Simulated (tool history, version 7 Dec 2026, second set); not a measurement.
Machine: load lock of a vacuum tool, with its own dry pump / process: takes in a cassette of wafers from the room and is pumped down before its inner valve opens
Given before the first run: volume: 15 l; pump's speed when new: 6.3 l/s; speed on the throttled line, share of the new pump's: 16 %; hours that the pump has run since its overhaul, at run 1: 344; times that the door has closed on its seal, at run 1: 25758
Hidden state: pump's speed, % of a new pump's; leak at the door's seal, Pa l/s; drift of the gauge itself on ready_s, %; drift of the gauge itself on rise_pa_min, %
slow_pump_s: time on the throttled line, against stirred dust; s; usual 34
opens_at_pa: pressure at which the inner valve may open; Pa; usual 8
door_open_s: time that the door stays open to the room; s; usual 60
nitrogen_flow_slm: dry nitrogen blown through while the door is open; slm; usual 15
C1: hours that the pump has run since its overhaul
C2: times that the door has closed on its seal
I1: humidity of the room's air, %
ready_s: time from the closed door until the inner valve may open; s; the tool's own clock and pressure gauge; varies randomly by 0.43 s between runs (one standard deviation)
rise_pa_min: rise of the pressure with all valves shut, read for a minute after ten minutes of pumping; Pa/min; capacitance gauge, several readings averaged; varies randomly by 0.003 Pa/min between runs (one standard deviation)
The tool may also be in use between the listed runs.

{"run": 1, "hour": 0.0, "slow_pump_s": 34, "opens_at_pa": 8, "door_open_s": 60, "nitrogen_flow_slm": 15, "C1": 344, "C2": 25758, "I1": 44.2, "ready_s": 51.4, "rise_pa_min": 0.206}
{"run": 2, "hour": 230.8, "slow_pump_s": 34, "opens_at_pa": 8, "door_open_s": 60, "nitrogen_flow_slm": 15, "C1": 575, "C2": 26767, "I1": 40.5, "ready_s": 50.5, "rise_pa_min": 0.205}
{"hour": 365.4, "done": "door's seal changed, seat wiped"}
{"run": 3, "hour": 440.2, "slow_pump_s": 34, "opens_at_pa": 8, "door_open_s": 60, "nitrogen_flow_slm": 15, "C1": 783, "C2": 327, "I1": 45.1, "ready_s": 51.6, "rise_pa_min": 0.049}
{"run": 4, "hour": 630.6, "slow_pump_s": 34, "opens_at_pa": 8, "door_open_s": 60, "nitrogen_flow_slm": 15, "C1": 973, "C2": 1160, "I1": 42.3, "ready_s": 51.9, "rise_pa_min": 0.047}
{"run": 5, "hour": 801.0, "slow_pump_s": 34, "opens_at_pa": 8, "door_open_s": 60, "nitrogen_flow_slm": 15, "C1": 1143, "C2": 1904, "I1": 46.8, "ready_s": 51.9, "rise_pa_min": 0.052}
{"run": 6, "hour": 1020.0, "slow_pump_s": 34, "opens_at_pa": 8, "door_open_s": 60, "nitrogen_flow_slm": 15, "C1": 1362, "C2": 2862, "I1": 44.5, "ready_s": 51.5, "rise_pa_min": 0.055}
{"run": 7, "hour": 1416.1, "slow_pump_s": 34, "opens_at_pa": 15, "door_open_s": 60, "nitrogen_flow_slm": 15, "C1": 1759, "C2": 4593, "I1": 43.9, "ready_s": 49.7, "rise_pa_min": 0.057}
{"run": 8, "hour": 1718.8, "slow_pump_s": 34, "opens_at_pa": 8, "door_open_s": 60, "nitrogen_flow_slm": 15, "C1": 2061, "C2": 5917, "I1": 43.1, "ready_s": 52.2, "rise_pa_min": 0.062}
{"run": 9, "hour": 2060.2, "slow_pump_s": 34, "opens_at_pa": 8, "door_open_s": 60, "nitrogen_flow_slm": 15, "C1": 2403, "C2": 7409, "I1": 47.1, "ready_s": 51.7, "rise_pa_min": 0.072}
{"run": 10, "hour": 2331.6, "slow_pump_s": 34, "opens_at_pa": 8, "door_open_s": 60, "nitrogen_flow_slm": 15, "C1": 2674, "C2": 8595, "I1": 46.5, "ready_s": 51.5, "rise_pa_min": 0.075}
{"run": 11, "hour": 2630.7, "slow_pump_s": 20, "opens_at_pa": 8, "door_open_s": 60, "nitrogen_flow_slm": 15, "C1": 2973, "C2": 9903, "I1": 45.3, "ready_s": 40.0, "rise_pa_min": 0.079}
{"run": 12, "hour": 2914.5, "slow_pump_s": 20, "opens_at_pa": 8, "door_open_s": 60, "nitrogen_flow_slm": 15, "C1": 3257, "C2": 11144, "I1": 46.2, "ready_s": 40.6, "rise_pa_min": 0.084}
{"run": 13, "hour": 3158.0, "slow_pump_s": 20, "opens_at_pa": 8, "door_open_s": 60, "nitrogen_flow_slm": 15, "C1": 3500, "C2": 12208, "I1": 47.0, "ready_s": 40.8, "rise_pa_min": 0.087}
{"run": 14, "hour": 3370.3, "slow_pump_s": 20, "opens_at_pa": 8, "door_open_s": 60, "nitrogen_flow_slm": 15, "C1": 3713, "C2": 13136, "I1": 47.9, "ready_s": 40.9, "rise_pa_min": 0.096}
{"run": 15, "hour": 3568.5, "slow_pump_s": 20, "opens_at_pa": 8, "door_open_s": 60, "nitrogen_flow_slm": 15, "C1": 3911, "C2": 14002, "I1": 43.9, "ready_s": 40.6, "rise_pa_min": 0.099}
{"run": 16, "hour": 3965.7, "slow_pump_s": 20, "opens_at_pa": 8, "door_open_s": 60, "nitrogen_flow_slm": 15, "C1": 4308, "C2": 15739, "I1": 46.0, "ready_s": 40.9, "rise_pa_min": 0.111}
{"run": 17, "hour": 4246.1, "slow_pump_s": 20, "opens_at_pa": 8, "door_open_s": 60, "nitrogen_flow_slm": 15, "C1": 4589, "C2": 16965, "I1": 44.4, "ready_s": 41.3, "rise_pa_min": 0.114}
{"run": 18, "hour": 4526.0, "slow_pump_s": 20, "opens_at_pa": 8, "door_open_s": 60, "nitrogen_flow_slm": 15, "C1": 4868, "C2": 18188, "I1": 41.7, "ready_s": 41.0, "rise_pa_min": 0.123}
{"run": 19, "hour": 4904.8, "slow_pump_s": 23, "opens_at_pa": 13, "door_open_s": 60, "nitrogen_flow_slm": 15, "C1": 5247, "C2": 19844, "I1": 43.3, "ready_s": 42.6, "rise_pa_min": 0.136}
{"run": 20, "hour": 5091.8, "slow_pump_s": 34, "opens_at_pa": 7, "door_open_s": 122, "nitrogen_flow_slm": 15, "C1": 5434, "C2": 20661, "I1": 50.6, "ready_s": 52.6, "rise_pa_min": 0.179}
{"run": 21, "hour": 5338.4, "slow_pump_s": 54, "opens_at_pa": 14, "door_open_s": 122, "nitrogen_flow_slm": 15, "C1": 5681, "C2": 21740, "I1": 46.0, "ready_s": 67.8, "rise_pa_min": 0.186}
{"run": 22, "hour": 5586.6, "slow_pump_s": 52, "opens_at_pa": 8, "door_open_s": 156, "nitrogen_flow_slm": 15, "C1": 5929, "C2": 22824, "I1": 45.7, "ready_s": 68.1, "rise_pa_min": 0.201}
{"run": 23, "hour": 5828.6, "slow_pump_s": 52, "opens_at_pa": 8, "door_open_s": 156, "nitrogen_flow_slm": 15, "C1": 6171, "C2": 23883, "I1": 46.5, "ready_s": 67.9, "rise_pa_min": 0.207}

What will run 24 give?
{"run": 24, "hour": 5996.1, "slow_pump_s": 52, "opens_at_pa": 8, "door_open_s": 156, "nitrogen_flow_slm": 15, "C1": 6339, "C2": 24615, "I1": 47.4, "ready_s": "?", "rise_pa_min": "?"}

{"run 24": {"ready_s": 67.6, "rise_pa_min": 0.22}}
On a tool with no hidden condition, and with the same random variation, this run would have come out at ready_s 66.0 s, rise_pa_min 0.092 Pa/min.
